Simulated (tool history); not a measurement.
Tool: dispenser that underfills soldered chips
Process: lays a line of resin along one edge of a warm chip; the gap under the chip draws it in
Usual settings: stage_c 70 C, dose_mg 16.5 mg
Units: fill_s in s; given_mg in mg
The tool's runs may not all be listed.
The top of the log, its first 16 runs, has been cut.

| run | day | stage_c | dose_mg | hours of work since the syringe was changed | hours of work since the valve was cleaned | hours of work since the stage was calibrated | fill_s | given_mg |
|---|---|---|---|---|---|---|---|---|
| 17 | 4.038 | 70 | 16.5 | 5 | 80 | 120 | 51.3 | 15.19 |
| 18 | 4.212 | 83 | 16.5 | 8 | 84 | 123 | 31.1 | 15.20 |
|  | 4.254 | new syringe of resin |
| 19 | 4.475 | 83 | 16.5 | 4 | 88 | 127 | 25.9 | 15.32 |
| 20 | 4.717 | 80 | 16.4 | 8 | 92 | 132 | 36.3 | 15.00 |
|  | 4.758 | new syringe of resin |
| 21 | 5.021 | 80 | 16.4 | 5 | 98 | 137 | 31.8 | 14.90 |
|  | 5.242 | new syringe of resin |
| 22 | 5.254 | 72 | 20.9 | 0 | 102 | 141 | 36.2 | 18.84 |
| 23 | 5.404 | 70 | 20.1 | 3 | 104 | 143 | 45.3 | 18.07 |
| 24 | 5.629 | 70 | 20.8 | 7 | 108 | 147 | 53.0 | 18.75 |
|  | 5.725 | new syringe of resin |
| 25 | 5.921 | 58 | 19.3 | 4 | 113 | 152 | 89.3 | 17.27 |
| 26 | 6.133 | 77 | 17.1 | 7 | 117 | 156 | 39.5 | 15.32 |
|  | 6.212 | new syringe of resin |
| 27 | 6.471 | 56 | 16.5 | 5 | 123 | 162 | 108.8 | 14.58 |
|  | 6.696 | new syringe of resin |
| 28 | 6.779 | 64 | 16.4 | 2 | 128 | 167 | 61.2 | 14.55 |
| 29 | 6.975 | 67 | 14.7 | 5 | 131 | 171 | 64.6 | 12.87 |
|  | 7.196 | new syringe of resin |
| 30 | 7.296 | 77 | 15.8 | 2 | 137 | 176 | 33.6 | 13.88 |
| 31 | 7.458 | 77 | 15.8 | 5 | 140 | 179 | 38.1 | 13.79 |
|  | 7.692 | dispensing valve cleaned and set on the balance |
|  | 7.729 | new syringe of resin |
| 32 | 7.738 | 77 | 15.8 | 0 | 1 | 183 | 29.6 | 15.85 |
| 33 | 7.988 | 79 | 17.0 | 5 | 5 | 187 | 30.7 | 16.96 |
|  | 8.217 | new syringe of resin |
| 34 | 8.258 | 79 | 17.0 | 1 | 10 | 192 | 27.4 | 16.96 |
| 35 | 8.408 | 79 | 17.0 | 3 | 12 | 195 | 30.2 | 16.89 |

Each row is a separate what-if for the run after 35, all from the same tool condition, not one after another. Results?
|  | 8.704 | new syringe of resin |
| A | 8.704 | 77 | 17.9 | 0 | 17 | 200 | ? | ? |
|  | 8.704 | new syringe of resin |
| B | 8.704 | 79 | 17.1 | 0 | 17 | 200 | ? | ? |
|  | 8.704 | new syringe of resin |
| C | 8.704 | 84 | 14.7 | 0 | 17 | 200 | ? | ? |
|  | 8.704 | new syringe of resin |
| D | 8.704 | 74 | 18.7 | 0 | 17 | 200 | ? | ? |

| run | fill_s | given_mg |
|---|---|---|
| A | 28.3 | 17.50 |
| B | 25.9 | 16.83 |
| C | 20.8 | 14.51 |
| D | 32.5 | 18.27 |
Had the tool no hidden state, the same runs would have come out as:
| run | fill_s | given_mg |
|---|---|---|
| A | 30.0 | 17.75 |
| B | 27.4 | 17.08 |
| C | 22.0 | 14.72 |
| D | 34.5 | 18.54 |
